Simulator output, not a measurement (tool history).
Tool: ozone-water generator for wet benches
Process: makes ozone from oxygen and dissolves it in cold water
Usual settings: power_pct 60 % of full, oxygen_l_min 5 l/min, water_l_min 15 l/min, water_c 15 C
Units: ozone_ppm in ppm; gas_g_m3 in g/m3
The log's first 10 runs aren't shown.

run,day,power_pct,oxygen_l_min,water_l_min,water_c,hours of work since the electrodes were changed,hours of work since the contactor was cleaned,hours of work since the thermometer was calibrated,ozone_ppm,gas_g_m3
11,79.712,60,5,15,15,5284,2436,1653,26.4,220.6
12,87.225,60,5,15,22,5418,2570,1787,23.3,219.7
13,91.854,60,5.2,15,15,5501,2653,1869,26,213.6
14,100.579,47,5,15,15,5656,2808,2025,23.1,190.4
15,105.429,47,5,15,15,5742,2894,2111,22.9,191.2
16,110.258,47,3.19,15,15,5828,2980,2197,21.9,233.6
# day 115.662: contactor cleaned
17,117.242,94,7.42,11,8,5950,28,2318,47.6,230.6
18,123.338,94,4.29,10,19,6058,137,2427,42.1,295.5
19,132.521,60,5,15,9,6221,300,2590,29.1,216.3

Run 20 comes next. What will it give?
20,138.162,81,3.56,15,19,6322,400,2691,?,?

{"run 20": {"ozone_ppm": 27.9, "gas_g_m3": 292.8}}
Without the tool's hidden state the same run would have given ozone_ppm 32.1 ppm, gas_g_m3 333.5 g/m3.
